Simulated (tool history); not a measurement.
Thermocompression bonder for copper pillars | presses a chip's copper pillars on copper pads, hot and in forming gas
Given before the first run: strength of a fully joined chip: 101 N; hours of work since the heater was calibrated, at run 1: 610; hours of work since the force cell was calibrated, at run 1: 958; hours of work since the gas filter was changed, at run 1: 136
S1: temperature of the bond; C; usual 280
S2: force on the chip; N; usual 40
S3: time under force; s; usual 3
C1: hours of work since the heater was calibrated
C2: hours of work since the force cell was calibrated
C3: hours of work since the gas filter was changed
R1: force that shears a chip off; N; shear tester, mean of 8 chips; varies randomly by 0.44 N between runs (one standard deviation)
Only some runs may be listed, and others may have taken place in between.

Run 1, hour 0: usual settings; C1 610; C2 958; C3 136. Result: R1 56.3 N.
Run 2, hour 58.4: usual settings; C1 637; C2 985; C3 163. Result: R1 56.8 N.
At hour 135.8: force cell calibrated.
At hour 144.1: heater calibrated with a thermocouple chip.
Run 3, hour 146.8: usual settings but S1 278 C; C1 1; C2 4; C3 201. Result: R1 55.4 N.
Run 4, hour 214.6: usual settings; C1 32; C2 35; C3 232. Result: R1 57.2 N.
Run 5, hour 282.1: usual settings; C1 63; C2 66; C3 263. Result: R1 57.2 N.
Run 6, hour 361.7: usual settings; C1 99; C2 102; C3 299. Result: R1 57.4 N.
Run 7, hour 429.8: usual settings; C1 130; C2 133; C3 331. Result: R1 56.9 N.
At hour 446.8: forming gas filter changed.
Run 8, hour 491.3: usual settings; C1 158; C2 161; C3 20. Result: R1 56.9 N.
Run 9, hour 589.4: usual settings; C1 203; C2 206; C3 65. Result: R1 56.5 N.
Run 10, hour 686.4: usual settings; C1 247; C2 250; C3 109. Result: R1 56.4 N.
Run 11, hour 766: usual settings but S3 9 s; C1 284; C2 287; C3 146. Result: R1 76.2 N.
Run 12, hour 841.5: usual settings but S3 9 s; C1 318; C2 321; C3 180. Result: R1 77.2 N.
Run 13, hour 923.5: usual settings but S3 9 s; C1 356; C2 359; C3 218. Result: R1 76.7 N.
Run 14, hour 1000.4: usual settings but S1 294 C, S2 34 N, S3 2 s; C1 391; C2 394; C3 253. Result: R1 50.9 N.

What will run 15 give?
Run 15, hour 1060: usual settings but S1 297 C, S2 41 N, S3 2 s; C1 418; C2 421; C3 280. Result: R1 ?.

Run 15 produced R1 57.4 N.
Had the tool carried no hidden state, the very same run would have given R1 57.2 N.
